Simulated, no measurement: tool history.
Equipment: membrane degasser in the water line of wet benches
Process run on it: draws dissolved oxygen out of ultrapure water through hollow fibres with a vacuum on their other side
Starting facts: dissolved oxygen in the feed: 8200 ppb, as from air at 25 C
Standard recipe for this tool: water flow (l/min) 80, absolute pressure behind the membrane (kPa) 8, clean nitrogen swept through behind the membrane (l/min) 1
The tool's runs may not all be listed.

run	hour	water flow (l/min)	absolute pressure behind the membrane (kPa)	clean nitrogen swept through behind the membrane (l/min)	dissolved oxygen in the water behind the degasser (ppb)	pressure that the water loses in the fibres (kPa)
1	0	80	8	1	611.3	35.73
2	96	80	8	1	612.6	35.52
3	195.2	80	8	1	614.7	35.75
4	312.2	80	8	1	615.1	35.47
5	362.1	80	8	1	611.5	35.57
6	438.3	80	8	1.12	567.8	35.68
7	543.2	80	8	2.48	323	35.78
8	631.7	80	8	0.73	746.2	35.73
9	733.9	80	8	0.73	745.5	35.85
10	832.8	80	5.17	0.73	327.5	35.51
11	934.7	88	8	1	660	39.27
12	1059	51	8	1	455.2	22.85
13	1149.1	51	8	1	451.3	22.76
14	1254.5	51	8	1	451.1	22.67
15	1323.7	51	8	1	454.7	22.48
# hour 1408.4: seals of the vacuum lines changed
16	1433.6	80	7.94	1	619	35.75
# hour 1442.6: vacuum gauge calibrated
17	1546.8	80	7.94	1	622.9	35.68
18	1650.6	71	8	2.17	326.6	31.5
19	1728.9	71	8	1.58	415.5	31.62
20	1842.2	56	11.04	1.38	609.6	24.84
21	1911.6	117	7.57	1.38	621.8	52.23
22	2017.6	80	8.84	1	730.7	35.61
# hour 2027.1: vacuum gauge calibrated, once more
23	2101.9	80	5.06	0.85	277.2	35.74
24	2207.8	80	6.96	1.43	385.8	36.01
25	2308	107	16.9	1.83	1317.5	47.91
26	2373.3	125	8	1.75	604.9	55.63
27	2474.3	79	8	0.85	676.6	35.47
28	2564.5	104	10.46	1.17	978	46.82
29	2674.5	78	10.46	1.08	841.9	34.73
30	2793.2	74	4.82	1	211.1	32.98
31	2903.8	59	8	2.35	257.6	26.42

Consider 3 possible next runs. They are alternatives, not a sequence: every one starts from the tool as it was left by run 31. What does each give?
A	3018	80	7.48	1	?	?
B	3018	80	13.3	0.5	?	?
C	3018	75	11.26	1	?	?

run	dissolved oxygen in the water behind the degasser (ppb)	pressure that the water loses in the fibres (kPa)
A	558.1	35.71
B	1787.2	36.02
C	953.3	33.68
What these runs would have given with no unlogged condition in the tool:
run	dissolved oxygen in the water behind the degasser (ppb)	pressure that the water loses in the fibres (kPa)
A	550.3	35.13
B	1780.4	35.44
C	946.8	33.13
